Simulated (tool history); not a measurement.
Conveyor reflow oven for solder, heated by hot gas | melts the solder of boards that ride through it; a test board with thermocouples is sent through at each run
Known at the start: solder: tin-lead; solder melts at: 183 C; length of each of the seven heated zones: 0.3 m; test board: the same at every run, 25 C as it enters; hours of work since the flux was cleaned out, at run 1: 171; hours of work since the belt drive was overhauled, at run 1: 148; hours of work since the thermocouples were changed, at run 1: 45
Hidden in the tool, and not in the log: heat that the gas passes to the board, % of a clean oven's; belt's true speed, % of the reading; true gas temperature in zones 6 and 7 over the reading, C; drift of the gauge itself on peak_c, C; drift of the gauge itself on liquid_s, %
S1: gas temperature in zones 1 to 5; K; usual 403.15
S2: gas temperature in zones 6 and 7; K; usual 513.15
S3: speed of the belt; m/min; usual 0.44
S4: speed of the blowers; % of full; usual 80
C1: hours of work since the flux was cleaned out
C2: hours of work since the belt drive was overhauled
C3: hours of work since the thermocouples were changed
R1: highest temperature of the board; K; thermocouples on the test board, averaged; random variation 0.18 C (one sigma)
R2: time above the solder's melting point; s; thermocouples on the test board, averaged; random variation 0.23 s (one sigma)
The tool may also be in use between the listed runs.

run 1 hour=0 | S1=403.15 S2=513.15 S3=0.44 S4=80 | C1=171 C2=148 C3=45 | R1=495.95 R2=63.2
run 2 hour=12 | S1=403.15 S2=513.15 S3=0.44 S4=80 | C1=176 C2=153 C3=50 | R1=496.15 R2=63.1
run 3 hour=28.2 | S1=403.15 S2=513.15 S3=0.44 S4=80 | C1=183 C2=159 C3=57 | R1=495.85 R2=63.3
run 4 hour=44.7 | S1=403.15 S2=513.15 S3=0.44 S4=80 | C1=190 C2=166 C3=63 | R1=496.25 R2=62.9
run 5 hour=62.1 | S1=403.15 S2=513.15 S3=0.44 S4=80 | C1=197 C2=173 C3=71 | R1=496.05 R2=63.1
run 6 hour=80.1 | S1=403.15 S2=513.15 S3=0.44 S4=80 | C1=204 C2=181 C3=78 | R1=495.95 R2=63.1
run 7 hour=94.2 | S1=403.15 S2=513.15 S3=0.4 S4=80 | C1=210 C2=187 C3=84 | R1=498.95 R2=72.6
run 8 hour=107.6 | S1=403.15 S2=513.15 S3=0.4 S4=80 | C1=216 C2=192 C3=89 | R1=499.05 R2=72
run 9 hour=119.5 | S1=403.15 S2=513.15 S3=0.4 S4=80 | C1=220 C2=197 C3=94 | R1=498.65 R2=72
run 10 hour=132.9 | S1=396.15 S2=528.15 S3=0.44 S4=80 | C1=226 C2=203 C3=100 | R1=507.45 R2=68.3
run 11 hour=148.4 | S1=396.15 S2=505.15 S3=0.44 S4=86 | C1=232 C2=209 C3=106 | R1=488.75 R2=55.6
-- hour=154.5 flux residue cleaned out of gas plates and filters
run 12 hour=166.7 | S1=395.15 S2=513.15 S3=0.44 S4=73 | C1=5 C2=214 C3=112 | R1=491.05 R2=56.3
run 13 hour=182.4 | S1=395.15 S2=513.15 S3=0.44 S4=73 | C1=11 C2=221 C3=118 | R1=491.05 R2=55.7
run 14 hour=200.1 | S1=403.15 S2=516.15 S3=0.44 S4=80 | C1=19 C2=228 C3=125 | R1=496.95 R2=63.7
run 15 hour=216.5 | S1=392.15 S2=505.15 S3=0.387 S4=68 | C1=26 C2=235 C3=132 | R1=486.85 R2=59.4
run 16 hour=233.2 | S1=398.15 S2=521.15 S3=0.44 S4=52 | C1=32 C2=242 C3=139 | R1=489.55 R2=55.2
run 17 hour=247.5 | S1=398.15 S2=511.15 S3=0.44 S4=59 | C1=38 C2=248 C3=145 | R1=484.75 R2=50.3
-- hour=265.7 flux residue cleaned out of gas plates and filters, once more
run 18 hour=273.1 | S1=403.15 S2=508.15 S3=0.502 S4=80 | C1=3 C2=256 C3=153 | R1=489.35 R2=50.7

Forecast each of these 3 alternatives for the next run:
run A hour=287.7 | S1=403.15 S2=527.15 S3=0.444 S4=80 | C1=9 C2=262 C3=159 | R1=? R2=?
run B hour=287.7 | S1=400.15 S2=508.15 S3=0.44 S4=80 | C1=9 C2=262 C3=159 | R1=? R2=?
run C hour=287.7 | S1=400.15 S2=513.15 S3=0.374 S4=64 | C1=9 C2=262 C3=159 | R1=? R2=?

run=A R1=510.25 R2=71.5
run=B R1=493.05 R2=60.8
run=C R1=498.45 R2=75.8
Without the tool's hidden state the same runs would have given:
run=A R1=509.55 R2=70.7
run=B R1=492.35 R2=59.9
run=C R1=497.75 R2=74.8

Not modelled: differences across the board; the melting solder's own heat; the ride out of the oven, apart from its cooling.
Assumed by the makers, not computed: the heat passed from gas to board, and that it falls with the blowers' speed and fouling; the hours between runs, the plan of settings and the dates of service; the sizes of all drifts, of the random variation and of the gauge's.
